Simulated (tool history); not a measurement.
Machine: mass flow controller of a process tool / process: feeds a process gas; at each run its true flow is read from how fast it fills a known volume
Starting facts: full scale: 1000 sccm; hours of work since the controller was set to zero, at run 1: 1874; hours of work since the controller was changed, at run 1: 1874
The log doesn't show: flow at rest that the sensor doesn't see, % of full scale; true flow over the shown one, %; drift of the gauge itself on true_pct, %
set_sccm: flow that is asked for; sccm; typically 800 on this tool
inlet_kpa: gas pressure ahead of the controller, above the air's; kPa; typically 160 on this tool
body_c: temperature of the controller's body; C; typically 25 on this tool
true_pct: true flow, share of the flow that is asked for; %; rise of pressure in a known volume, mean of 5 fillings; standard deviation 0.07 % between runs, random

run,hour,set_sccm,inlet_kpa,body_c,hours of work since the controller was set to zero,hours of work since the controller was changed,true_pct
1,0.0,800,160,25,1874,1874,99.12
2,75.9,800,160,25,1920,1920,99.29
3,130.0,800,160,25,1952,1952,99.48
4,194.7,800,160,24,1991,1991,99.61
5,260.3,800,160,26,2031,2031,99.63
6,316.4,800,169,25,2065,2065,99.75
7,363.7,536,160,28,2093,2093,98.98
8,457.2,536,160,28,2150,2150,99.07
9,538.4,236,156,38,2199,2199,97.86
10,631.1,236,210,20,2255,2255,99.29
11,700.7,128,193,35,2297,2297,98.23
12,804.3,120,269,25,2359,2359,99.40

Measured result minus the same run's result without the hidden state. Both carry the same run-to-run variation, though not necessarily the same gauge scatter:
run,true_pct
1,-0.01
2,+0.11
3,+0.20
4,+0.29
5,+0.38
6,+0.47
7,+0.53
8,+0.68
9,+0.79
10,+0.94
11,+1.05
12,+1.21

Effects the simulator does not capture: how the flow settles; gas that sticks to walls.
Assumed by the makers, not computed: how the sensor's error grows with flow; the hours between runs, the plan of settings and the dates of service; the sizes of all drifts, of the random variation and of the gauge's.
